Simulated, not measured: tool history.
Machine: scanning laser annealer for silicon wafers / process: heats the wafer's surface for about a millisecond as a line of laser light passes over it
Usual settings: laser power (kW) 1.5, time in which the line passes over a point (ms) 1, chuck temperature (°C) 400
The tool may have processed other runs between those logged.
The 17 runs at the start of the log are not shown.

run,hour,laser power (kW),time in which the line passes over a point (ms),chuck temperature (°C),hours of work since the window was cleaned,hours of work since the power meter was calibrated,hours of work since the optics were aligned,highest temperature of the surface (°C)
18,209.6,1.5,0.76,400,199,176,632,1021
19,220.7,1.5,0.76,400,204,181,637,1020
20,230,1.5,0.76,400,208,186,642,1020
21,246.1,1.5,0.76,400,216,193,649,1022
22,256.6,1.419,0.93,364,220,198,654,1009
23,274.1,1.5,1.02,430,229,206,662,1156
24,289.1,1.56,0.83,400,236,213,669,1082
25,298.8,1.38,0.75,430,240,218,674,985
26,306.4,1.38,0.75,429,244,221,677,989
27,323.7,1.38,1.2,417,252,230,685,1136
28,331.6,1.38,1.2,417,255,233,689,1136
29,341.5,1.637,0.76,379,260,238,694,1068
30,354.6,1.637,0.76,379,266,244,700,1062
31,370.5,1.42,0.76,387,274,251,707,971
32,380,1.42,0.76,387,278,256,712,965
33,388.2,1.549,0.85,387,282,260,716,1070
34,402.2,1.518,0.76,392,288,266,722,1024
35,409.9,1.453,0.7,363,292,270,726,937
36,422.5,1.453,0.7,363,298,276,731,934
37,438.3,1.5,1.07,400,305,283,739,1145
38,452.2,1.563,1,400,312,289,745,1158
# hour 463.6: optics aligned, line set to its width
39,465.6,1.563,1,400,316,293,1,1156
40,475.7,1.5,0.96,431,320,298,6,1134
41,489.4,1.5,1,430,327,304,12,1150
42,501.1,1.5,0.91,402,332,310,18,1086

3 ways to go on from here, each from the tool as it stands after run 42. What would each give?
A,515.5,1.5,1.21,377,339,317,24,?
B,515.5,1.488,1.23,415,339,317,24,?
C,515.5,1.563,1.19,400,339,317,24,?

run,highest temperature of the surface (°C)
A,1173
B,1211
C,1227
Take away the tool's hidden state, keep each run's random variation, and the runs would have read:
run,highest temperature of the surface (°C)
A,1174
B,1211
C,1227
